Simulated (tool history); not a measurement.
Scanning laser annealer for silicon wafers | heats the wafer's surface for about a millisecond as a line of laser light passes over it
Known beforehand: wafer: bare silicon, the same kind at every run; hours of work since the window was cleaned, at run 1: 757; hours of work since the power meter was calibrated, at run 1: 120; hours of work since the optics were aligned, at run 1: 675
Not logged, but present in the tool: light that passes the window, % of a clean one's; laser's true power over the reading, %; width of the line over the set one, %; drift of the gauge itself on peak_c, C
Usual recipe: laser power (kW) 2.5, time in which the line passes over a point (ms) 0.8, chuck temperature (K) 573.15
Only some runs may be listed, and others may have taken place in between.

| run | day | laser power (kW) | time in which the line passes over a point (ms) | chuck temperature (K) | hours of work since the window was cleaned | hours of work since the power meter was calibrated | hours of work since the optics were aligned | highest temperature of the surface (K) |
|---|---|---|---|---|---|---|---|---|
| 1 | 0 | 2.5 | 0.8 | 573.15 | 757 | 120 | 675 | 1373.15 |
| 2 | 0.254 | 2.5 | 0.8 | 573.15 | 762 | 125 | 680 | 1371.15 |
| 3 | 0.667 | 2.5 | 0.8 | 573.15 | 770 | 133 | 688 | 1370.15 |
| 4 | 0.958 | 2.5 | 0.8 | 573.15 | 775 | 138 | 693 | 1372.15 |
|  | 1.129 | window over the wafer cleaned |
| 5 | 1.383 | 2.5 | 0.8 | 573.15 | 5 | 144 | 700 | 1369.15 |
| 6 | 1.579 | 2.5 | 0.8 | 573.15 | 8 | 148 | 703 | 1366.15 |
| 7 | 1.908 | 2.5 | 0.8 | 573.15 | 15 | 154 | 709 | 1365.15 |
| 8 | 2.342 | 2.5 | 0.8 | 573.15 | 23 | 162 | 718 | 1368.15 |
| 9 | 2.775 | 2.5 | 0.662 | 573.15 | 31 | 170 | 726 | 1288.15 |
| 10 | 3.042 | 2.5 | 0.662 | 573.15 | 36 | 175 | 731 | 1292.15 |
|  | 3.208 | window over the wafer cleaned, once more |
| 11 | 3.512 | 2.5 | 0.662 | 573.15 | 6 | 183 | 738 | 1313.15 |
| 12 | 3.775 | 2.5 | 0.662 | 573.15 | 11 | 187 | 743 | 1315.15 |
| 13 | 4.204 | 2.5 | 0.662 | 606.15 | 19 | 195 | 751 | 1347.15 |
| 14 | 4.425 | 2.557 | 0.8 | 573.15 | 23 | 200 | 755 | 1408.15 |
| 15 | 4.829 | 2.557 | 0.8 | 573.15 | 30 | 207 | 762 | 1408.15 |
| 16 | 5.112 | 2.557 | 0.8 | 573.15 | 36 | 212 | 768 | 1409.15 |
| 17 | 5.325 | 2.557 | 0.8 | 573.15 | 40 | 216 | 772 | 1411.15 |
| 18 | 5.638 | 2.557 | 0.8 | 573.15 | 45 | 222 | 777 | 1414.15 |
| 19 | 5.867 | 2.557 | 0.8 | 573.15 | 50 | 227 | 782 | 1412.15 |
| 20 | 6.275 | 2.557 | 0.8 | 573.15 | 57 | 234 | 789 | 1408.15 |
| 21 | 6.55 | 2.557 | 0.8 | 573.15 | 62 | 239 | 795 | 1410.15 |
| 22 | 6.742 | 2.557 | 0.8 | 573.15 | 66 | 243 | 798 | 1407.15 |
| 23 | 6.967 | 2.5 | 0.925 | 599.15 | 70 | 247 | 802 | 1484.15 |
| 24 | 7.321 | 2.5 | 0.925 | 599.15 | 77 | 254 | 809 | 1482.15 |
| 25 | 7.754 | 2.452 | 0.831 | 558.15 | 85 | 262 | 817 | 1374.15 |
| 26 | 8.083 | 2.452 | 0.831 | 558.15 | 91 | 268 | 823 | 1375.15 |
| 27 | 8.425 | 2.5 | 0.99 | 548.15 | 97 | 274 | 830 | 1460.15 |
| 28 | 8.829 | 2.135 | 0.871 | 612.15 | 105 | 282 | 837 | 1337.15 |
| 29 | 9.225 | 2.349 | 0.709 | 543.15 | 112 | 289 | 845 | 1263.15 |
| 30 | 9.438 | 2.509 | 0.709 | 611.15 | 116 | 293 | 848 | 1379.15 |
| 31 | 9.825 | 2.534 | 0.689 | 573.15 | 124 | 300 | 856 | 1336.15 |
| 32 | 10.038 | 2.609 | 0.606 | 541.15 | 128 | 304 | 860 | 1279.15 |
| 33 | 10.367 | 2.243 | 0.8 | 592.15 | 134 | 311 | 866 | 1320.15 |
| 34 | 10.562 | 2.284 | 0.883 | 610.15 | 137 | 314 | 869 | 1391.15 |
| 35 | 11.021 | 2.248 | 0.914 | 563.15 | 146 | 323 | 878 | 1346.15 |
| 36 | 11.425 | 2.25 | 0.914 | 571.15 | 153 | 330 | 886 | 1354.15 |
| 37 | 11.858 | 2.25 | 0.975 | 551.15 | 161 | 338 | 894 | 1367.15 |
| 38 | 12.308 | 2.225 | 0.8 | 556.15 | 170 | 347 | 902 | 1276.15 |
| 39 | 12.725 | 2.225 | 0.8 | 556.15 | 178 | 355 | 910 | 1277.15 |

Across each entry between runs, compare the hidden state at the last listed run before it with the hidden state at the first listed run after it:
Between runs 4 and 5: window over the wafer cleaned (day 1.129)
  light that passes the window, % of a clean one's: 97.45 -> 96.96; width of the line over the set one, %: 0.97 -> 0.98
  measured result minus the result with no hidden state, highest temperature of the surface (K): -21 -> -24
Between runs 10 and 11: window over the wafer cleaned, once more (day 3.208)
  light that passes the window, % of a clean one's: 96.87 -> 99.98; width of the line over the set one, %: 1.02 -> 1.03
  measured result minus the result with no hidden state, highest temperature of the surface (K): -23 -> +0

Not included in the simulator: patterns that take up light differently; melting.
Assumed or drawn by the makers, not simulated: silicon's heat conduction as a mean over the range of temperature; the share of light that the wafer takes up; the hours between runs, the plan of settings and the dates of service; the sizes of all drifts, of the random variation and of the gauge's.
